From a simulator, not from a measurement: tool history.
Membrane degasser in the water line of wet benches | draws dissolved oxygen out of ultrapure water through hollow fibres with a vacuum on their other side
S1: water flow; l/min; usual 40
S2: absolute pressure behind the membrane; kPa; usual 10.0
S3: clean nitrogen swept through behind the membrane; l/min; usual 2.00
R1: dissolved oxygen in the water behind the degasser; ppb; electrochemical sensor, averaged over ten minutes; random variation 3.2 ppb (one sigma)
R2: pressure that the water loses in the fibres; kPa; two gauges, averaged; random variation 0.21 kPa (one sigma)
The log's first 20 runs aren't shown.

-- hour=3169.2 seals of the vacuum lines changed
run 21 hour=3244.4 | S1=36 S2=18.5 S3=2.00 | R1=614.6 R2=51.21
run 22 hour=3446.9 | S1=61 S2=13.0 S3=0.83 | R1=1208.6 R2=86.42
run 23 hour=3578.0 | S1=61 S2=13.0 S3=0.83 | R1=1239.8 R2=87.23
run 24 hour=3673.2 | S1=41 S2=11.8 S3=1.34 | R1=572.6 R2=57.95
run 25 hour=3817.5 | S1=47 S2=19.4 S3=1.38 | R1=1083.6 R2=67.20
run 26 hour=3993.4 | S1=47 S2=19.4 S3=1.38 | R1=1098.8 R2=67.48
run 27 hour=4125.2 | S1=37 S2=8.9 S3=1.55 | R1=331.0 R2=53.08
run 28 hour=4271.4 | S1=40 S2=8.5 S3=1.39 | R1=368.7 R2=57.36
run 29 hour=4425.3 | S1=25 S2=14.7 S3=0.98 | R1=604.9 R2=35.94
run 30 hour=4624.0 | S1=27 S2=19.8 S3=3.85 | R1=299.5 R2=38.87
-- hour=4698.7 vacuum gauge calibrated
run 31 hour=4717.6 | S1=27 S2=19.8 S3=3.85 | R1=293.3 R2=38.83

4 ways to go on from here, each from the tool as it stands after run 31. What would each give?
run A hour=4842.0 | S1=27 S2=19.8 S3=3.85 | R1=? R2=?
run B hour=4842.0 | S1=27 S2=19.8 S3=1.91 | R1=? R2=?
run C hour=4842.0 | S1=30 S2=19.8 S3=3.85 | R1=? R2=?
run D hour=4842.0 | S1=27 S2=8.7 S3=1.39 | R1=? R2=?

run=A R1=301.5 R2=39.21
run=B R1=520.6 R2=38.93
run=C R1=329.7 R2=43.28
run=D R1=261.3 R2=39.09
Without the tool's hidden state the same runs would have given:
run=A R1=288.1 R2=34.78
run=B R1=508.0 R2=34.50
run=C R1=313.9 R2=38.35
run=D R1=249.8 R2=34.63

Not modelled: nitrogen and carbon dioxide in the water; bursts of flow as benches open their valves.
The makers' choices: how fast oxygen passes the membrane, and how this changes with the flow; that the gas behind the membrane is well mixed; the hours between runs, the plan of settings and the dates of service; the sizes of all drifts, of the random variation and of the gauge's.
